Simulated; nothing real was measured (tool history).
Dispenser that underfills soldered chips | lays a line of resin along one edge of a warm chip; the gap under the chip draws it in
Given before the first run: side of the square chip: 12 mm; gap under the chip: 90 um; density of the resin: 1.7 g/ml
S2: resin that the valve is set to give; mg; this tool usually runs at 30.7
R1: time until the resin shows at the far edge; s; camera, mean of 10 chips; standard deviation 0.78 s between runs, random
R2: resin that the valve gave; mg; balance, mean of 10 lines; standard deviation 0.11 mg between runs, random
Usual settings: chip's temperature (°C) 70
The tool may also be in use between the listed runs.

{"run": 1, "hour": 0.0, "chip's temperature (°C)": 70, "S2": 30.7, "R1": 89.4, "R2": 30.0}
{"hour": 5.4, "done": "new syringe of resin"}
{"run": 2, "hour": 10.7, "chip's temperature (°C)": 70, "S2": 30.7, "R1": 83.2, "R2": 29.88}
{"hour": 16.7, "done": "new syringe of resin"}
{"run": 3, "hour": 23.2, "chip's temperature (°C)": 70, "S2": 30.7, "R1": 90.1, "R2": 29.49}
{"hour": 28.1, "done": "new syringe of resin"}
{"run": 4, "hour": 33.6, "chip's temperature (°C)": 70, "S2": 30.7, "R1": 85.1, "R2": 29.03}
{"hour": 39.1, "done": "new syringe of resin"}
{"hour": 47.3, "done": "dispensing valve cleaned and set on the balance"}
{"run": 5, "hour": 47.8, "chip's temperature (°C)": 70, "S2": 30.7, "R1": 92.7, "R2": 30.83}
{"hour": 51.0, "done": "new syringe of resin"}
{"run": 6, "hour": 54.6, "chip's temperature (°C)": 70, "S2": 30.7, "R1": 80.5, "R2": 30.68}
{"hour": 61.9, "done": "new syringe of resin"}
{"run": 7, "hour": 66.4, "chip's temperature (°C)": 70, "S2": 30.7, "R1": 81.6, "R2": 30.22}
{"hour": 72.9, "done": "new syringe of resin"}
{"run": 8, "hour": 75.4, "chip's temperature (°C)": 70, "S2": 33.9, "R1": 75.0, "R2": 32.96}
{"run": 9, "hour": 81.4, "chip's temperature (°C)": 75, "S2": 30.7, "R1": 73.1, "R2": 30.04}
{"hour": 83.9, "done": "new syringe of resin"}
{"hour": 95.5, "done": "new syringe of resin"}
{"run": 10, "hour": 95.8, "chip's temperature (°C)": 63, "S2": 29.7, "R1": 100.5, "R2": 28.9}

4 ways to go on from here, each from the tool as it stands after run 10. What would each give?
{"run": "A", "hour": 105.2, "chip's temperature (°C)": 63, "S2": 38.9, "R1": "?", "R2": "?"}
{"run": "B", "hour": 105.2, "chip's temperature (°C)": 67, "S2": 35.7, "R1": "?", "R2": "?"}
{"run": "C", "hour": 105.2, "chip's temperature (°C)": 67, "S2": 32.1, "R1": "?", "R2": "?"}
{"run": "D", "hour": 105.2, "chip's temperature (°C)": 73, "S2": 32.2, "R1": "?", "R2": "?"}

run=A R1=141.0 R2=37.41
run=B R1=116.8 R2=34.63
run=C R1=117.5 R2=30.89
run=D R1=85.6 R2=30.88
With the hidden condition removed and each run's random variation left untouched, the same runs would have given:
run=A R1=101.8 R2=38.98
run=B R1=84.0 R2=36.08
run=C R1=84.4 R2=32.19
run=D R1=61.3 R2=32.18
